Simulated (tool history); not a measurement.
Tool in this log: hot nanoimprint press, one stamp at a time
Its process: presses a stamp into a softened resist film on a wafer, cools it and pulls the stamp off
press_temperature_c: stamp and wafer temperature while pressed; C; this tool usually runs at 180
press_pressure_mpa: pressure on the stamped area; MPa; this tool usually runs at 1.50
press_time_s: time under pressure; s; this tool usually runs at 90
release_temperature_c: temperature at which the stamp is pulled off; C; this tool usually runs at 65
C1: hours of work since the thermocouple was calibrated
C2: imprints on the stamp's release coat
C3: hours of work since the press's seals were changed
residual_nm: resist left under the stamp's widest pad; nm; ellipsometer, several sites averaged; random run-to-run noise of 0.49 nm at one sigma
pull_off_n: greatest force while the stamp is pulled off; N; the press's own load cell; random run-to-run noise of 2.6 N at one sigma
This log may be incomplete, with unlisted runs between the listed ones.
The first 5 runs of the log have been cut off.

run 6 hour=43.2 | press_temperature_c=180 press_pressure_mpa=1.50 press_time_s=68 release_temperature_c=65 | C1=38 C2=187 C3=257 | residual_nm=114.5 pull_off_n=155
run 7 hour=54.6 | press_temperature_c=180 press_pressure_mpa=1.24 press_time_s=90 release_temperature_c=65 | C1=43 C2=207 C3=262 | residual_nm=113.7 pull_off_n=154
run 8 hour=63.4 | press_temperature_c=169 press_pressure_mpa=1.50 press_time_s=90 release_temperature_c=65 | C1=47 C2=223 C3=266 | residual_nm=144.7 pull_off_n=155
run 9 hour=72.1 | press_temperature_c=169 press_pressure_mpa=1.50 press_time_s=90 release_temperature_c=65 | C1=51 C2=238 C3=270 | residual_nm=146.3 pull_off_n=153
run 10 hour=80.2 | press_temperature_c=169 press_pressure_mpa=1.50 press_time_s=90 release_temperature_c=65 | C1=55 C2=252 C3=274 | residual_nm=145.9 pull_off_n=153
run 11 hour=92.0 | press_temperature_c=169 press_pressure_mpa=1.50 press_time_s=90 release_temperature_c=65 | C1=61 C2=272 C3=280 | residual_nm=146.9 pull_off_n=156
run 12 hour=101.5 | press_temperature_c=180 press_pressure_mpa=1.97 press_time_s=90 release_temperature_c=65 | C1=65 C2=289 C3=284 | residual_nm=93.3 pull_off_n=149
run 13 hour=115.2 | press_temperature_c=180 press_pressure_mpa=1.50 press_time_s=170 release_temperature_c=65 | C1=72 C2=312 C3=291 | residual_nm=82.5 pull_off_n=151
run 14 hour=126.1 | press_temperature_c=180 press_pressure_mpa=1.50 press_time_s=90 release_temperature_c=65 | C1=77 C2=331 C3=296 | residual_nm=105.3 pull_off_n=150
run 15 hour=135.9 | press_temperature_c=180 press_pressure_mpa=1.50 press_time_s=90 release_temperature_c=65 | C1=81 C2=348 C3=300 | residual_nm=105.4 pull_off_n=153
run 16 hour=145.5 | press_temperature_c=180 press_pressure_mpa=1.50 press_time_s=90 release_temperature_c=57 | C1=86 C2=365 C3=305 | residual_nm=105.7 pull_off_n=175
run 17 hour=153.9 | press_temperature_c=180 press_pressure_mpa=1.52 press_time_s=87 release_temperature_c=52 | C1=90 C2=379 C3=309 | residual_nm=105.9 pull_off_n=181
run 18 hour=164.9 | press_temperature_c=180 press_pressure_mpa=1.31 press_time_s=87 release_temperature_c=51 | C1=95 C2=398 C3=314 | residual_nm=111.9 pull_off_n=187
run 19 hour=174.2 | press_temperature_c=183 press_pressure_mpa=1.50 press_time_s=95 release_temperature_c=70 | C1=99 C2=414 C3=318 | residual_nm=93.7 pull_off_n=142
run 20 hour=186.9 | press_temperature_c=183 press_pressure_mpa=1.50 press_time_s=90 release_temperature_c=65 | C1=105 C2=436 C3=324 | residual_nm=95.2 pull_off_n=154
run 21 hour=195.7 | press_temperature_c=180 press_pressure_mpa=0.90 press_time_s=54 release_temperature_c=69 | C1=109 C2=452 C3=328 | residual_nm=147.0 pull_off_n=146
run 22 hour=203.4 | press_temperature_c=180 press_pressure_mpa=0.90 press_time_s=54 release_temperature_c=69 | C1=113 C2=465 C3=332 | residual_nm=146.8 pull_off_n=142
run 23 hour=210.5 | press_temperature_c=180 press_pressure_mpa=0.90 press_time_s=54 release_temperature_c=69 | C1=116 C2=477 C3=335 | residual_nm=145.5 pull_off_n=146
run 24 hour=218.2 | press_temperature_c=180 press_pressure_mpa=1.21 press_time_s=90 release_temperature_c=65 | C1=120 C2=491 C3=339 | residual_nm=115.6 pull_off_n=151
run 25 hour=229.4 | press_temperature_c=180 press_pressure_mpa=1.50 press_time_s=133 release_temperature_c=70 | C1=125 C2=510 C3=344 | residual_nm=92.8 pull_off_n=146
run 26 hour=236.3 | press_temperature_c=180 press_pressure_mpa=1.50 press_time_s=133 release_temperature_c=70 | C1=129 C2=522 C3=348 | residual_nm=91.3 pull_off_n=143
run 27 hour=242.8 | press_temperature_c=180 press_pressure_mpa=1.50 press_time_s=133 release_temperature_c=70 | C1=132 C2=533 C3=351 | residual_nm=91.6 pull_off_n=143
run 28 hour=252.1 | press_temperature_c=182 press_pressure_mpa=1.50 press_time_s=133 release_temperature_c=70 | C1=136 C2=549 C3=355 | residual_nm=85.6 pull_off_n=140
run 29 hour=265.1 | press_temperature_c=182 press_pressure_mpa=1.50 press_time_s=133 release_temperature_c=70 | C1=142 C2=572 C3=361 | residual_nm=85.7 pull_off_n=143
run 30 hour=271.6 | press_temperature_c=182 press_pressure_mpa=1.50 press_time_s=133 release_temperature_c=70 | C1=145 C2=583 C3=364 | residual_nm=85.7 pull_off_n=139

Predict each of these 3 candidate next runs independently; none follows another, all start after run 30:
run A hour=280.8 | press_temperature_c=180 press_pressure_mpa=1.46 press_time_s=90 release_temperature_c=65 | C1=150 C2=599 C3=368 | residual_nm=? pull_off_n=?
run B hour=280.8 | press_temperature_c=185 press_pressure_mpa=1.50 press_time_s=57 release_temperature_c=70 | C1=150 C2=599 C3=368 | residual_nm=? pull_off_n=?
run C hour=280.8 | press_temperature_c=170 press_pressure_mpa=1.50 press_time_s=55 release_temperature_c=70 | C1=150 C2=599 C3=368 | residual_nm=? pull_off_n=?

run=A residual_nm=107.5 pull_off_n=152
run=B residual_nm=107.2 pull_off_n=142
run=C residual_nm=160.2 pull_off_n=141
Without the tool's unlogged condition, the same runs would have read:
run=A residual_nm=105.4 pull_off_n=151
run=B residual_nm=105.2 pull_off_n=141
run=C residual_nm=157.2 pull_off_n=140

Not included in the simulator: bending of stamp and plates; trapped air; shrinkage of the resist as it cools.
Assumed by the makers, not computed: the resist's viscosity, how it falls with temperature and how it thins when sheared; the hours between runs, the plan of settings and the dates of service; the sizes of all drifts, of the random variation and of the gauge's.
